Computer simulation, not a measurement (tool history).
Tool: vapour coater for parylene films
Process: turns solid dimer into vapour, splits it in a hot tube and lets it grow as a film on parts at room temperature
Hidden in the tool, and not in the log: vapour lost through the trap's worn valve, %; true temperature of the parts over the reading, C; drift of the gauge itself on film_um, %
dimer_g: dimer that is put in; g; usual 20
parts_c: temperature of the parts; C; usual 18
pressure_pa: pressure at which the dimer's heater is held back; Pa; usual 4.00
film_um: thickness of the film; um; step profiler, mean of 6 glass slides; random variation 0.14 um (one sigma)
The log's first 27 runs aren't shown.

run,hour,dimer_g,parts_c,pressure_pa,hours of work since the trap's valve was overhauled,hours of work since the table's thermometer was calibrated,film_um
28,989.0,29,21,4.00,80,709,20.40
29,1024.0,36,20,5.30,104,734,24.96
30,1068.8,36,13,7.11,136,765,32.05
31,1101.8,20,11,4.00,159,789,20.44
32,1128.2,20,11,4.00,178,807,20.04
33,1173.8,25,13,3.40,210,840,24.59
# hour 1198.9: table's thermometer calibrated
34,1199.0,14,16,6.36,227,0,10.28
# hour 1222.9: trap's valve overhauled
35,1254.7,14,16,6.36,23,37,11.53
36,1284.9,14,16,6.36,44,58,11.34
37,1314.6,14,16,6.36,65,79,11.18
38,1352.1,14,16,6.36,91,106,11.23
39,1393.0,12,18,4.39,120,134,9.39
40,1435.4,12,18,4.39,150,164,9.03
41,1458.6,12,18,4.39,167,181,9.09
42,1504.7,21,11,4.80,199,214,20.74

4 ways to go on from here, each from the tool as it stands after run 42. What would each give?
A,1555.1,8,19,7.36,235,249,?
B,1555.1,21,25,4.80,235,249,?
C,1555.1,15,20,3.20,235,249,?
D,1555.1,21,11,3.88,235,249,?

run,film_um
A,5.13
B,10.93
C,10.86
D,20.79
Without the tool's hidden state the same runs would have given:
run,film_um
A,5.79
B,12.33
C,12.25
D,23.59
